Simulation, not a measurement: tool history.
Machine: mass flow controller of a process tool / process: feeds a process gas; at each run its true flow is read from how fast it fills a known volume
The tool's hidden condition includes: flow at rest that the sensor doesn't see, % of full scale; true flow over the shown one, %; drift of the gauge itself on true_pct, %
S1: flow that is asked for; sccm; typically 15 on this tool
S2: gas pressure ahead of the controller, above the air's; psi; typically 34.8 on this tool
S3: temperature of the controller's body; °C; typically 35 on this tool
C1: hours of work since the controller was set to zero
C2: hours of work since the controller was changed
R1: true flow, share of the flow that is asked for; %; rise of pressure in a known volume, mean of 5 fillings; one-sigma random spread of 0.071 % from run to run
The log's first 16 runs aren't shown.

run 17 day=140.008 | S1=15 S2=34.8 S3=35 | C1=3623 C2=3623 | R1=103.14
run 18 day=149.367 | S1=15 S2=34.8 S3=35 | C1=3740 C2=3740 | R1=103.37
run 19 day=159.383 | S1=15 S2=34.8 S3=35 | C1=3865 C2=3865 | R1=103.29
run 20 day=165.671 | S1=15 S2=34.8 S3=35 | C1=3944 C2=3944 | R1=103.56
run 21 day=173.462 | S1=15 S2=34.8 S3=35 | C1=4041 C2=4041 | R1=103.52
run 22 day=185.379 | S1=15 S2=34.8 S3=35 | C1=4190 C2=4190 | R1=103.73
run 23 day=195.8 | S1=15 S2=34.8 S3=35 | C1=4321 C2=4321 | R1=103.71
-- day=199.471 controller's zero set anew
run 24 day=206.512 | S1=15 S2=34.8 S3=35 | C1=88 C2=4454 | R1=101.44

Forecast run 25:
run 25 day=217.125 | S1=15 S2=34.8 S3=34 | C1=221 C2=4587 | R1=?

{"run 25": {"R1": 101.6}}
Take away the tool's hidden state, keep the run-to-run variation as it was, and the same run would have given R1 99.47 %.
